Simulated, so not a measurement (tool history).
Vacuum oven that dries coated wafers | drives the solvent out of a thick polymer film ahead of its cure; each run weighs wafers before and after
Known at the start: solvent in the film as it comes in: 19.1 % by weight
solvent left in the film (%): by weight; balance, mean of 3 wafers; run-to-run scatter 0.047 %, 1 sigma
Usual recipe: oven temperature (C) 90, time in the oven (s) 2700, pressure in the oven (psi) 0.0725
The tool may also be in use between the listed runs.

run,hour,oven temperature (C),time in the oven (s),pressure in the oven (psi),solvent left in the film (%)
1,0.0,90,2700,0.0725,2.47
2,17.0,90,2700,0.0725,2.49
3,47.0,90,2700,0.2415,4.40
4,66.4,90,2700,0.2415,4.25
5,92.8,90,2700,0.0725,2.46
6,124.2,90,2700,0.0725,2.49
7,142.9,90,2700,0.0725,2.45
8,175.5,90,2700,0.0725,2.48
9,199.1,90,1920,0.0725,3.87
10,220.8,90,2700,0.0967,2.72
11,253.0,90,2700,0.0967,2.84
# hour 257.4: vacuum gauge cleaned of residue and calibrated
12,279.2,90,2700,0.0967,2.74
13,293.8,90,2700,0.0967,2.85
14,322.6,90,2700,0.0967,2.82
15,349.6,90,2700,0.0967,2.87
# hour 357.2: vacuum gauge cleaned of residue and calibrated, once more
16,374.7,90,2700,0.0967,2.43
17,406.4,90,2700,0.0967,2.48
18,435.6,90,2700,0.0967,2.49
19,455.8,90,2700,0.0967,2.60
20,484.3,90,2700,0.0967,2.51
21,501.3,95,4080,0.1498,1.56
22,523.2,95,4080,0.1498,1.71
23,550.9,95,4080,0.1498,1.67
24,576.7,95,4080,0.1498,1.71
# hour 596.5: oven's thermocouples calibrated
25,604.7,90,2880,0.0725,2.15
26,626.3,99,3480,0.0677,0.86
27,647.7,99,3480,0.0677,0.85
28,665.2,90,1380,0.2145,6.70
29,695.9,90,1980,0.1516,4.35
30,714.5,90,3900,0.1856,2.77
31,728.0,93,1680,0.0864,3.79
32,748.1,88,2100,0.0725,3.77
33,778.4,88,1740,0.0725,4.74
34,803.3,101,1740,0.0725,2.00
35,826.1,89,1740,0.1247,4.99

Consider 4 possible next runs. They are alternatives, not a sequence: every one starts from the tool as it was left by run 35. What does each give?
A,845.3,88,2040,0.0731,?
B,845.3,80,3180,0.1070,?
C,845.3,81,3840,0.2091,?
D,845.3,82,2400,0.0725,?

run,solvent left in the film (%)
A,3.83
B,4.32
C,5.03
D,4.69
Stripped of hidden state, with their random variation kept, the same runs would have yielded:
run,solvent left in the film (%)
A,3.87
B,4.33
C,5.03
D,4.72

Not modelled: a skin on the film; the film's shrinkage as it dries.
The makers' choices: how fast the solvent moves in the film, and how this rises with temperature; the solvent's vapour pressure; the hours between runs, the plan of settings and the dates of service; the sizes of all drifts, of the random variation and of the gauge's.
